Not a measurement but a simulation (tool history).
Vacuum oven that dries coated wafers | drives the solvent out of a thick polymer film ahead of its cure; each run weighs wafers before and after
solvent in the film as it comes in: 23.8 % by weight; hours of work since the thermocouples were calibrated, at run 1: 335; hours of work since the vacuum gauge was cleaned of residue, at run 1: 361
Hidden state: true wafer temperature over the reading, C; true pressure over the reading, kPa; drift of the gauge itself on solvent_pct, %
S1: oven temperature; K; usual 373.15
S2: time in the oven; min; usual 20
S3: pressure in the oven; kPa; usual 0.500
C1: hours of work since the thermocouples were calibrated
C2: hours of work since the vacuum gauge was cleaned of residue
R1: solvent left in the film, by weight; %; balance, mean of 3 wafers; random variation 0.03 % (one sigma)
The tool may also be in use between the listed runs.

| run | hour | S1 | S2 | S3 | C1 | C2 | R1 |
|---|---|---|---|---|---|---|---|
| 1 | 0.0 | 373.15 | 20 | 0.500 | 335 | 361 | 2.95 |
| 2 | 45.5 | 373.15 | 20 | 0.500 | 355 | 381 | 2.94 |
| 3 | 70.4 | 373.15 | 20 | 0.500 | 366 | 392 | 2.98 |
| 4 | 98.6 | 373.15 | 20 | 0.500 | 379 | 404 | 2.97 |
| 5 | 132.2 | 373.15 | 20 | 0.500 | 394 | 419 | 2.96 |
| 6 | 152.8 | 373.15 | 20 | 0.500 | 403 | 428 | 3.05 |
| 7 | 186.0 | 373.15 | 20 | 0.500 | 417 | 443 | 3.02 |
| 8 | 233.7 | 373.15 | 20 | 0.500 | 438 | 464 | 3.00 |
| 9 | 265.1 | 373.15 | 20 | 0.500 | 452 | 478 | 3.01 |
| 10 | 299.1 | 373.15 | 20 | 0.500 | 467 | 493 | 3.05 |
| 11 | 333.2 | 373.15 | 20 | 0.500 | 483 | 508 | 3.06 |
| 12 | 374.0 | 373.15 | 20 | 0.500 | 501 | 526 | 3.04 |
| 13 | 413.0 | 387.15 | 20 | 0.500 | 518 | 544 | 0.98 |
| 14 | 455.3 | 387.15 | 20 | 0.500 | 537 | 562 | 0.91 |
| 15 | 497.7 | 387.15 | 20 | 0.500 | 555 | 581 | 0.99 |
| 16 | 538.7 | 386.15 | 20 | 0.500 | 574 | 599 | 1.05 |
| 17 | 564.0 | 386.15 | 20 | 0.500 | 585 | 611 | 1.09 |
| 18 | 583.5 | 373.15 | 19 | 0.500 | 593 | 619 | 3.39 |
| 19 | 627.2 | 373.15 | 19 | 0.500 | 613 | 639 | 3.40 |
| 20 | 668.1 | 358.15 | 19 | 0.500 | 631 | 657 | 7.34 |
| 21 | 704.4 | 373.15 | 20 | 0.500 | 647 | 673 | 3.11 |
| 22 | 746.8 | 373.15 | 11 | 0.500 | 666 | 692 | 6.97 |
| 23 | 786.9 | 373.15 | 11 | 0.500 | 684 | 709 | 7.01 |
| 24 | 816.4 | 373.15 | 20 | 0.500 | 697 | 722 | 3.14 |
| 25 | 849.1 | 373.15 | 11 | 1.387 | 711 | 737 | 7.27 |
| 26 | 893.3 | 360.15 | 24 | 0.500 | 731 | 756 | 5.18 |
| 27 | 917.7 | 360.15 | 24 | 0.500 | 741 | 767 | 5.22 |
| 28 | 942.1 | 384.15 | 24 | 0.287 | 752 | 778 | 0.79 |
| 29 | 967.9 | 375.15 | 11 | 1.726 | 764 | 790 | 6.90 |
| 30 | 1005.5 | 360.15 | 36 | 0.423 | 780 | 806 | 2.82 |
| 31 | 1042.4 | 373.15 | 31 | 0.385 | 797 | 823 | 1.30 |
| 32 | 1080.1 | 360.15 | 31 | 0.385 | 813 | 839 | 3.69 |
| 33 | 1104.6 | 360.15 | 31 | 0.385 | 824 | 850 | 3.73 |
| 34 | 1126.1 | 373.15 | 14 | 0.299 | 834 | 860 | 5.34 |
| 35 | 1165.6 | 373.15 | 27 | 1.837 | 851 | 877 | 2.33 |
| 36 | 1207.5 | 373.15 | 27 | 1.837 | 870 | 896 | 2.32 |
| 37 | 1227.6 | 373.15 | 27 | 1.837 | 879 | 905 | 2.30 |
| 38 | 1275.7 | 363.15 | 19 | 0.479 | 900 | 926 | 5.99 |
| 39 | 1298.9 | 363.15 | 19 | 0.479 | 910 | 936 | 6.09 |
| 40 | 1338.6 | 378.15 | 16 | 0.287 | 928 | 954 | 3.42 |
| 41 | 1386.5 | 378.15 | 13 | 0.457 | 949 | 975 | 4.73 |
| 42 | 1410.3 | 378.15 | 13 | 0.457 | 960 | 985 | 4.74 |
| 43 | 1448.7 | 373.15 | 33 | 0.679 | 977 | 1002 | 1.24 |
| 44 | 1496.0 | 364.15 | 33 | 1.969 | 998 | 1023 | 3.32 |
| 45 | 1532.2 | 364.15 | 33 | 0.340 | 1014 | 1039 | 2.54 |
| 46 | 1568.4 | 376.15 | 17 | 0.571 | 1030 | 1056 | 3.56 |
| 47 | 1592.0 | 376.15 | 17 | 0.571 | 1040 | 1066 | 3.61 |

Some steps in R1 between neighbouring runs. How much of each would the tool show without its hidden state too (settings, what came in, random variation), and how much is left for the hidden state, with any gauge scatter that isn't in both results?
Run 20 -> 21: S1 358.15 -> 373.15, S2 19 -> 20. R1 -4.23 %: hidden state -0.14, all else -4.09.
Run 27 -> 28: S1 360.15 -> 384.15, S3 0.500 -> 0.287. R1 -4.43 %: hidden state -0.38, all else -4.05.
Run 28 -> 29: S1 384.15 -> 375.15, S2 24 -> 11, S3 0.287 -> 1.726. R1 +6.11 %: hidden state +0.35, all else +5.76.
Run 31 -> 32: S1 373.15 -> 360.15. R1 +2.39 %: hidden state +0.27, all else +2.12.

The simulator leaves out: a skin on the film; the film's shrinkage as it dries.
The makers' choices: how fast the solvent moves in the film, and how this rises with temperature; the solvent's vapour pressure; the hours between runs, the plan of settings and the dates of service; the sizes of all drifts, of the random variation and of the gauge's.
